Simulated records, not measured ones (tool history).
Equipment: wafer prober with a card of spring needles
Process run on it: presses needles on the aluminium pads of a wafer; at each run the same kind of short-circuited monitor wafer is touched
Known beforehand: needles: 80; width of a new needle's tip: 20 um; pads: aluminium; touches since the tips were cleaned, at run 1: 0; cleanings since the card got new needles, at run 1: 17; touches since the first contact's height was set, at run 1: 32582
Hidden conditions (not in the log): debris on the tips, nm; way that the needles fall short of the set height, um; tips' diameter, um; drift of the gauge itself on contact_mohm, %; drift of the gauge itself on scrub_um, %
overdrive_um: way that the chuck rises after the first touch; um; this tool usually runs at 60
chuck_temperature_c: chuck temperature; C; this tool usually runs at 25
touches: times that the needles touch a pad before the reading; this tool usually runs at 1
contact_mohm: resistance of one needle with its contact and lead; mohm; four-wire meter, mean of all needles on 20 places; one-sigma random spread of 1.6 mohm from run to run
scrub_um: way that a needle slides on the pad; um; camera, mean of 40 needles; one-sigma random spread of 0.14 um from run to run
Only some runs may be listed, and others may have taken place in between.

run	day	overdrive_um	chuck_temperature_c	touches	touches since the tips were cleaned	cleanings since the card got new needles	touches since the first contact's height was set	contact_mohm	scrub_um
1	0.000	60	25	1	0	17	32582	160	13.43
2	0.267	60	25	1	1304	17	33886	159	13.47
# day 0.346: tips cleaned on abrasive film
3	0.467	60	25	1	583	18	34824	158	13.49
# day 0.683: tips cleaned on abrasive film
4	0.683	79	25	1	0	19	35855	158	17.52
5	0.954	79	25	1	1316	19	37171	157	17.41
# day 1.012: tips cleaned on abrasive film
# day 1.350: tips cleaned on abrasive film
6	1.412	79	41	1	289	21	39348	161	17.92
# day 1.717: tips cleaned on abrasive film
7	1.771	79	41	1	252	22	41068	160	17.42
# day 2.054: tips cleaned on abrasive film
8	2.092	79	41	1	181	23	42607	161	17.39
9	2.346	60	25	1	1418	23	43844	160	13.24
# day 2.388: tips cleaned on abrasive film
10	2.704	60	25	1	1518	24	45558	159	13.30
# day 2.725: tips cleaned on abrasive film
11	3.025	60	25	1	1439	25	47096	161	13.26
# day 3.075: tips cleaned on abrasive film
12	3.296	60	25	1	1065	26	48394	158	13.42
# day 3.408: tips cleaned on abrasive film
13	3.646	60	66	1	1144	27	50075	170	13.18
# day 3.767: tips cleaned on abrasive film
14	3.954	42	25	1	915	28	51560	167	9.56
# day 4.133: tips cleaned on abrasive film
15	4.200	57	25	1	310	29	52722	164	12.74
16	4.433	56	25	2	1452	29	53864	158	12.63
# day 4.479: tips cleaned on abrasive film
# day 4.825: tips cleaned on abrasive film
17	4.854	56	25	2	139	31	55864	164	12.44
# day 5.188: tips cleaned on abrasive film
18	5.258	57	35	1	333	32	57798	165	12.61

Predict the results of run 19:
# day 5.542: tips cleaned on abrasive film
19	5.646	65	35	2	505	33	59662	?	?

Run 19 yielded contact_mohm 160 mohm, scrub_um 14.40 um.
On a tool with no hidden condition, and with the same random variation, this run would have come out at contact_mohm 160 mohm, scrub_um 14.42 um.
